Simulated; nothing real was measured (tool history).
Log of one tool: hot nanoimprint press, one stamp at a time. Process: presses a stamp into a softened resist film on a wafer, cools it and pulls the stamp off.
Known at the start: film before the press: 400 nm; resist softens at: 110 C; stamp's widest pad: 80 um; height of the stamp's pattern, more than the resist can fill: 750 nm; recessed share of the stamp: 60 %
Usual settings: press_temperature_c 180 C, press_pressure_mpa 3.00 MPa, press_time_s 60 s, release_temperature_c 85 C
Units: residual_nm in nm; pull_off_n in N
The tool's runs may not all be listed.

run	day	press_temperature_c	press_pressure_mpa	press_time_s	release_temperature_c	residual_nm	pull_off_n
1	0.000	180	3.00	60	85	147.1	148.6
2	1.729	180	3.00	60	85	145.1	153.9
3	4.012	180	3.00	60	85	143.9	160.1
4	5.392	180	3.00	60	85	144.5	160.1
5	6.888	180	3.00	60	85	141.3	147.3
6	8.796	180	3.00	60	85	142.1	151.6
7	10.246	180	3.00	87	85	119.6	155.1
8	12.083	180	3.00	87	85	119.2	158.7
9	14.808	180	3.00	87	85	119.2	148.6
10	16.762	180	3.00	87	85	118.8	151.1
11	18.017	180	3.00	87	85	118.4	154.3
12	19.912	180	3.00	87	85	117.7	142.7
13	21.521	171	3.00	87	85	179.1	144.8
14	22.588	179	3.00	87	85	121.4	147.4
15	23.892	179	3.00	87	85	122.5	150.6
16	25.342	179	3.00	85	93	122.5	128.8
17	27.338	179	3.00	85	93	121.7	118.2
18	28.900	179	3.00	85	93	120.7	120.8
19	30.517	184	4.03	46	72	108.4	190.4
20	32.821	180	3.00	49	76	143.0	182.7
21	35.158	180	2.56	49	81	172.5	161.5
22	36.712	180	2.56	49	81	174.2	166.3
23	38.967	189	1.83	32	85	162.6	157.6
24	41.146	189	1.83	32	85	162.2	146.5
25	42.833	181	2.18	57	75	164.1	179.7
26	45.325	183	2.18	57	75	151.3	185.5
27	47.212	188	2.18	57	81	120.0	171.7
28	49.771	170	2.18	32	81	294.5	162.2
29	51.583	170	2.18	32	81	293.5	163.1

Not shown: 8 entries that the log had between the listed runs. Between which runs, and how does the tool's hidden state differ before and after?
Between runs 4 and 5: stamp cleaned and given a new release coat (day 5.804)
  true temperature over the reading, C: 0.47 -> 0.58; pressure that arrives at the usual setting, %: 98.29 -> 98.13; grip of the stamp's worn release coat, % over a new coat's: 10.4 -> 1.7
  measured less the result without the state, residual_nm: -2.0 -> -2.6 nm; pull_off_n: +13.7 -> +0.8 N
Between runs 8 and 9: stamp cleaned and given a new release coat (day 12.767)
  true temperature over the reading, C: 0.99 -> 1.17; pressure that arrives at the usual setting, %: 97.39 -> 97.06; grip of the stamp's worn release coat, % over a new coat's: 9.9 -> 3.2
  measured less the result without the state, residual_nm: -4.1 -> -5.0 nm; pull_off_n: +11.4 -> +1.1 N
Between runs 11 and 12: stamp cleaned and given a new release coat (day 19.825)
  true temperature over the reading, C: 1.43 -> 1.56; pressure that arrives at the usual setting, %: 96.61 -> 96.39; grip of the stamp's worn release coat, % over a new coat's: 8.3 -> 0.1
  measured less the result without the state, residual_nm: -6.3 -> -6.8 nm; pull_off_n: +7.5 -> -4.5 N
Between runs 16 and 17: stamp cleaned and given a new release coat (day 26.833)
  true temperature over the reading, C: 2.01 -> 2.13; pressure that arrives at the usual setting, %: 95.68 -> 95.44; grip of the stamp's worn release coat, % over a new coat's: 8.7 -> 0.8
  measured less the result without the state, residual_nm: -9.4 -> -9.9 nm; pull_off_n: +4.2 -> -5.5 N
Between runs 20 and 21: stamp cleaned and given a new release coat (day 33.846); plate thermocouple calibrated (day 34.354)
  true temperature over the reading, C: 2.59 -> -0.02; pressure that arrives at the usual setting, %: 94.71 -> 94.45; grip of the stamp's worn release coat, % over a new coat's: 9.5 -> 1.8
  measured less the result without the state, residual_nm: -13.5 -> +3.8 nm; pull_off_n: +8.0 -> +3.0 N
Between runs 23 and 24: stamp cleaned and given a new release coat (day 41.021)
  true temperature over the reading, C: 0.29 -> 0.45; pressure that arrives at the usual setting, %: 93.95 -> 93.69; grip of the stamp's worn release coat, % over a new coat's: 7.9 -> 0.2
  measured less the result without the state, residual_nm: +0.9 -> +0.0 nm; pull_off_n: +10.6 -> -1.1 N
Between runs 27 and 28: stamp cleaned and given a new release coat (day 48.062)
  true temperature over the reading, C: 0.92 -> 1.1; pressure that arrives at the usual setting, %: 92.9 -> 92.6; grip of the stamp's worn release coat, % over a new coat's: 9.8 -> 2.7
  measured less the result without the state, residual_nm: -1.5 -> -5.4 nm; pull_off_n: +12.5 -> +0.9 N

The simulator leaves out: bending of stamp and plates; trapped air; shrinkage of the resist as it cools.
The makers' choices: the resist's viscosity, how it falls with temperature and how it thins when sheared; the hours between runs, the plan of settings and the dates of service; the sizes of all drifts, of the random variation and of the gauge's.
